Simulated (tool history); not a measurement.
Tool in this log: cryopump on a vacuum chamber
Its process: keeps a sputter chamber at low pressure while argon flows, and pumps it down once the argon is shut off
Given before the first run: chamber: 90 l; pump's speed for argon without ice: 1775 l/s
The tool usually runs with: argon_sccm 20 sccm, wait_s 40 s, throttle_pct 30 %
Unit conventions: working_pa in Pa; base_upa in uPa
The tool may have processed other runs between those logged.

run,hour,argon_sccm,wait_s,throttle_pct,working_pa,base_upa
1,0,20,40,30,0.0642,1.46
2,61.8,20,40,30,0.0669,1.44
3,125.3,20,40,30,0.0657,1.48
4,159.6,20,40,30,0.0662,1.49
5,215.2,20,40,30,0.0669,1.51
6,256.5,20,40,30,0.0667,1.56
7,304.3,20,40,30,0.0679,1.54
8,339.5,20,40,30,0.0683,1.55
9,374.8,20,40,30,0.0686,1.51
10,435.3,20,40,31,0.0678,1.53
11,491.8,20,40,31,0.0676,1.61
12,544.7,20,40,31,0.0699,1.6
# hour 556.4: pump warmed up, emptied and cooled again
13,603.9,28,40,30,0.0894,1.5
14,659.9,13,40,30,0.0426,1.54
15,694.1,23,40,30,0.0743,1.49
16,753.7,23,40,30,0.0744,1.53
17,783.8,23,40,30,0.0762,1.55
18,836.1,14,40,30,0.0459,1.53
19,877.9,14,40,30,0.0467,1.53
20,907.2,28,27,40,0.0721,2.18
21,946.7,20,107,28,0.0717,0.86
22,1017.3,20,107,28,0.0741,0.87
23,1053.4,20,107,28,0.0734,0.82
24,1118.1,20,150,20,0.1021,0.77
25,1158.9,10,25,43,0.0252,2.31
26,1199,33,33,30,0.1175,1.86
27,1246.8,10,34,26,0.0408,1.87
28,1293.4,10,38,32,0.0338,1.75
# hour 1321.1: pump warmed up, emptied and cooled again
29,1327.3,10,38,24,0.0394,1.66
30,1385,21,85,25,0.0806,0.96
31,1441.2,33,231,25,0.1259,0.58

Run 32 comes next. What will it give?
32,1477.5,33,231,25,?,?

{"run 32": {"working_pa": 0.1282, "base_upa": 0.58}}
Take away the tool's hidden state, keep the run-to-run variation as it was, and the same run would have given working_pa 0.1255 Pa, base_upa 0.35 uPa.
